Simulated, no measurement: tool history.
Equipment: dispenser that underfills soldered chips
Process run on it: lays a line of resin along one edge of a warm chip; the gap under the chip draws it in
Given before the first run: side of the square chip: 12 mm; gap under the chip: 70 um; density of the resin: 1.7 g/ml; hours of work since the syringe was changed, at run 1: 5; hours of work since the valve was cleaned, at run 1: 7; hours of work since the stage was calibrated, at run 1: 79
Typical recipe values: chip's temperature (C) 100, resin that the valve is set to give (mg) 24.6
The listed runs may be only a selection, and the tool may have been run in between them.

run	hour	chip's temperature (C)	resin that the valve is set to give (mg)	hours of work since the syringe was changed	hours of work since the valve was cleaned	hours of work since the stage was calibrated	time until the resin shows at the far edge (s)	resin that the valve gave (mg)
1	0	100	24.6	5	7	79	118.2	24.42
2	4.7	100	24.6	8	10	82	127.4	24.53
# hour 5.7: new syringe of resin
3	15.2	100	24.6	6	16	89	118.7	24.34
# hour 19.5: new syringe of resin
4	25	100	24.6	3	22	95	110.3	24.36
# hour 33.1: new syringe of resin
5	34.3	100	24.4	1	28	100	100.5	24.12
6	43.7	100	24.4	7	34	106	120	24.15
# hour 46.6: new syringe of resin
7	48.2	100	24.4	1	36	109	101.2	23.93
8	56.7	100	24.4	6	42	114	121.6	23.97
# hour 60.7: new syringe of resin
9	61.7	100	24.4	1	45	117	100.8	23.95
10	70.8	100	24.6	6	51	123	122.5	24.13
# hour 74.7: new syringe of resin
# hour 76.2: dispensing valve cleaned and set on the balance
11	79.7	109	29.6	3	2	127	76.5	29.43
12	88.6	90	29	8	8	133	174.5	29.01
# hour 89.5: new syringe of resin
13	97.4	90	29	5	13	138	159.2	28.69
# hour 103: new syringe of resin
14	105.4	115	22	2	18	143	67	21.82
15	110.7	86	23.9	5	21	146	191.5	23.6
16	115.6	86	23.9	8	24	150	213.3	23.64
# hour 116.7: new syringe of resin
17	125	86	23.9	5	30	155	187.8	23.54
# hour 130.2: new syringe of resin
18	132.5	114	21	1	35	160	67.7	20.63
19	142.1	114	21	8	41	166	82.3	20.56
# hour 144.1: new syringe of resin
20	146.5	97	28.3	2	43	168	114.5	27.8

Predict each of these 3 candidate next runs independently; none follows another, all start after run 20:
A	153	89	21.9	6	47	172	?	?
B	153	99	27.6	6	47	172	?	?
C	153	86	24.8	6	47	172	?	?

run	time until the resin shows at the far edge (s)	resin that the valve gave (mg)
A	179.8	21.48
B	120.1	26.87
C	192.5	24.27
Without the tool's hidden state the same runs would have given:
run	time until the resin shows at the far edge (s)	resin that the valve gave (mg)
A	147.2	21.93
B	98.9	27.44
C	158.2	24.78
